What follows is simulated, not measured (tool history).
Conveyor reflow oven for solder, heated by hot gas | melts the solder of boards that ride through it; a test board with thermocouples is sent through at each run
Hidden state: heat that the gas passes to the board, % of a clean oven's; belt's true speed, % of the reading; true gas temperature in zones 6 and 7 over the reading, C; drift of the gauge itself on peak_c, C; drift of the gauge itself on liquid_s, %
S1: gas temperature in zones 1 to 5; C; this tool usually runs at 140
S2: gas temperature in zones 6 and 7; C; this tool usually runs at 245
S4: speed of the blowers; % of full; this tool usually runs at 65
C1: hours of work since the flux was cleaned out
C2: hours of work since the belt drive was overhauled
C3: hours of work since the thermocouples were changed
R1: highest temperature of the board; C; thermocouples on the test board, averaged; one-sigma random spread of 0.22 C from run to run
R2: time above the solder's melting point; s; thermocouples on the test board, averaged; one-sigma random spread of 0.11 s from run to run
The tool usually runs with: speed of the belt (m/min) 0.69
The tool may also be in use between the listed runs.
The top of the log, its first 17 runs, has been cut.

{"run": 18, "hour": 444.8, "S1": 140, "S2": 248, "speed of the belt (m/min)": 0.626, "S4": 59, "C1": 282, "C2": 329, "C3": 219, "R1": 228.7, "R2": 58.3}
{"hour": 466.4, "done": "flux residue cleaned out of gas plates and filters"}
{"run": 19, "hour": 480.8, "S1": 127, "S2": 256, "speed of the belt (m/min)": 0.793, "S4": 54, "C1": 6, "C2": 342, "C3": 231, "R1": 222.4, "R2": 39.6}
{"run": 20, "hour": 513.0, "S1": 127, "S2": 256, "speed of the belt (m/min)": 0.793, "S4": 54, "C1": 19, "C2": 355, "C3": 244, "R1": 222.3, "R2": 39.4}
{"run": 21, "hour": 534.3, "S1": 127, "S2": 256, "speed of the belt (m/min)": 0.793, "S4": 54, "C1": 27, "C2": 363, "C3": 252, "R1": 222.2, "R2": 39.6}
{"run": 22, "hour": 564.3, "S1": 140, "S2": 245, "speed of the belt (m/min)": 0.729, "S4": 65, "C1": 39, "C2": 375, "C3": 264, "R1": 224.5, "R2": 48}
{"run": 23, "hour": 595.3, "S1": 140, "S2": 245, "speed of the belt (m/min)": 0.728, "S4": 61, "C1": 52, "C2": 388, "C3": 277, "R1": 223.3, "R2": 47}
{"run": 24, "hour": 621.2, "S1": 142, "S2": 245, "speed of the belt (m/min)": 0.728, "S4": 72, "C1": 62, "C2": 398, "C3": 287, "R1": 227.6, "R2": 50}
{"run": 25, "hour": 657.8, "S1": 142, "S2": 245, "speed of the belt (m/min)": 0.728, "S4": 88, "C1": 77, "C2": 413, "C3": 302, "R1": 231.2, "R2": 51.7}
{"run": 26, "hour": 674.3, "S1": 145, "S2": 246, "speed of the belt (m/min)": 0.75, "S4": 80, "C1": 83, "C2": 419, "C3": 308, "R1": 229.3, "R2": 50.3}
{"run": 27, "hour": 693.6, "S1": 137, "S2": 245, "speed of the belt (m/min)": 0.69, "S4": 65, "C1": 91, "C2": 427, "C3": 316, "R1": 225.9, "R2": 50.2}
{"run": 28, "hour": 721.3, "S1": 140, "S2": 248, "speed of the belt (m/min)": 0.57, "S4": 80, "C1": 102, "C2": 438, "C3": 327, "R1": 237.9, "R2": 68.7}
{"run": 29, "hour": 756.2, "S1": 128, "S2": 234, "speed of the belt (m/min)": 0.627, "S4": 58, "C1": 116, "C2": 452, "C3": 341, "R1": 215.5, "R2": 46.2}
{"run": 30, "hour": 781.5, "S1": 128, "S2": 234, "speed of the belt (m/min)": 0.627, "S4": 58, "C1": 126, "C2": 462, "C3": 351, "R1": 214.7, "R2": 46.2}
{"run": 31, "hour": 820.7, "S1": 127, "S2": 234, "speed of the belt (m/min)": 0.632, "S4": 71, "C1": 142, "C2": 478, "C3": 367, "R1": 218.9, "R2": 48.9}
{"run": 32, "hour": 844.4, "S1": 127, "S2": 234, "speed of the belt (m/min)": 0.632, "S4": 71, "C1": 151, "C2": 487, "C3": 377, "R1": 218.6, "R2": 48.9}

Branching from run 32: 3 alternative next runs. What would each branch give?
{"run": "A", "hour": 868.5, "S1": 151, "S2": 245, "speed of the belt (m/min)": 0.687, "S4": 89, "C1": 161, "C2": 497, "C3": 386, "R1": "?", "R2": "?"}
{"run": "B", "hour": 868.5, "S1": 137, "S2": 234, "speed of the belt (m/min)": 0.696, "S4": 71, "C1": 161, "C2": 497, "C3": 386, "R1": "?", "R2": "?"}
{"run": "C", "hour": 868.5, "S1": 140, "S2": 248, "speed of the belt (m/min)": 0.72, "S4": 73, "C1": 161, "C2": 497, "C3": 386, "R1": "?", "R2": "?"}

run=A R1=233.2 R2=58.1
run=B R1=217.1 R2=45.6
run=C R1=229.5 R2=51
The same runs, with their run-to-run variation unchanged, on a tool lacking any hidden condition would have given:
run=A R1=235.3 R2=58
run=B R1=219.1 R2=46.3
run=C R1=231.6 R2=51.2

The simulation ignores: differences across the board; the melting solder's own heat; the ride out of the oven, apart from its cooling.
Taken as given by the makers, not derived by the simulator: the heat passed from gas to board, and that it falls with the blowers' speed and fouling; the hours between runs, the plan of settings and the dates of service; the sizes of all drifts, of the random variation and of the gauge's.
